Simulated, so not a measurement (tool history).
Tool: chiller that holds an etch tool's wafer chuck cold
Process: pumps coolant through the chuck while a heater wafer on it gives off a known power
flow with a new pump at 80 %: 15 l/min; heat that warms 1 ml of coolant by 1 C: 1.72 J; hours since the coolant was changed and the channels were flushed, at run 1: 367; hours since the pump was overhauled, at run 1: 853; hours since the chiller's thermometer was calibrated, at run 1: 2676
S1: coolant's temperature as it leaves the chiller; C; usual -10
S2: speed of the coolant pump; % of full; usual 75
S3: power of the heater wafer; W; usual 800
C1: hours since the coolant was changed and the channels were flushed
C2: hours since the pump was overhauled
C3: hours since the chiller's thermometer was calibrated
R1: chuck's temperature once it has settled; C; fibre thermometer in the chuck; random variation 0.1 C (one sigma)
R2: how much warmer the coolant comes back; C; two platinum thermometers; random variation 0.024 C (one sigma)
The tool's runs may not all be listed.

Run 1, hour 0.0: usual settings; C1 367; C2 853; C3 2676. Result: R1 -2.8 C, R2 2.02 C.
Run 2, hour 92.1: usual settings; C1 459; C2 945; C3 2768. Result: R1 -2.6 C, R2 2.03 C.
Run 3, hour 219.4: usual settings; C1 586; C2 1073; C3 2895. Result: R1 -2.4 C, R2 2.09 C.
Run 4, hour 286.6: usual settings; C1 653; C2 1140; C3 2962. Result: R1 -2.4 C, R2 2.09 C.
Run 5, hour 424.6: usual settings; C1 791; C2 1278; C3 3100. Result: R1 -2.2 C, R2 2.07 C.
Run 6, hour 543.9: usual settings but S3 629 W; C1 911; C2 1397; C3 3220. Result: R1 -3.8 C, R2 1.62 C.
Run 7, hour 666.1: usual settings but S3 629 W; C1 1033; C2 1519; C3 3342. Result: R1 -3.8 C, R2 1.65 C.
Run 8, hour 726.2: usual settings but S3 629 W; C1 1093; C2 1580; C3 3402. Result: R1 -3.8 C, R2 1.69 C.
Run 9, hour 788.9: usual settings but S3 629 W; C1 1155; C2 1642; C3 3465. Result: R1 -3.6 C, R2 1.64 C.
Run 10, hour 894.4: usual settings but S1 -14 C, S2 97 % of full, S3 618 W; C1 1261; C2 1748; C3 3570. Result: R1 -8.8 C, R2 1.30 C.
Run 11, hour 1024.7: usual settings but S1 -14 C, S2 97 % of full, S3 618 W; C1 1391; C2 1878; C3 3701. Result: R1 -8.7 C, R2 1.33 C.
Run 12, hour 1089.2: usual settings but S1 -14 C, S2 97 % of full, S3 618 W; C1 1456; C2 1943; C3 3765. Result: R1 -8.7 C, R2 1.28 C.
At hour 1100.0: chiller's thermometer calibrated.
Run 13, hour 1184.7: usual settings but S1 -14 C, S2 97 % of full, S3 618 W; C1 1550; C2 2037; C3 85. Result: R1 -8.2 C, R2 1.31 C.
Run 14, hour 1261.6: usual settings but S2 90 % of full; C1 1627; C2 2114; C3 162. Result: R1 -2.8 C, R2 1.77 C.
Run 15, hour 1320.9: usual settings but S2 90 % of full; C1 1687; C2 2173; C3 221. Result: R1 -2.6 C, R2 1.80 C.
Run 16, hour 1414.8: usual settings but S1 -12 C, S2 90 % of full, S3 599 W; C1 1780; C2 2267; C3 315. Result: R1 -6.3 C, R2 1.35 C.
Run 17, hour 1483.2: usual settings but S1 -6 C, S2 74 % of full, S3 540 W; C1 1849; C2 2336; C3 383. Result: R1 0.2 C, R2 1.50 C.
Run 18, hour 1582.1: usual settings but S1 -6 C, S2 63 % of full, S3 540 W; C1 1948; C2 2434; C3 482. Result: R1 0.9 C, R2 1.71 C.

Hidden state or all else? Some run-to-run changes of R1, split into what the settings, what came in and random variation would give without the hidden state, and what is left for the hidden state (with any gauge scatter that isn't in both results):
The hidden state here: heat passed by the chuck's channels, % of clean ones'; flow at a given pump speed, % of a new pump's; coolant's true temperature over the reading, C; drift of the gauge itself on chuck_c, C; drift of the gauge itself on warmer_back_c, C.
Run 12 -> 13: chiller's thermometer calibrated. R1 +0.5 C: hidden state +0.4, all else +0.1.
Run 16 -> 17: S1 -12 -> -6, S2 90 -> 74, S3 599 -> 540. R1 +6.5 C: hidden state +0.1, all else +6.4.

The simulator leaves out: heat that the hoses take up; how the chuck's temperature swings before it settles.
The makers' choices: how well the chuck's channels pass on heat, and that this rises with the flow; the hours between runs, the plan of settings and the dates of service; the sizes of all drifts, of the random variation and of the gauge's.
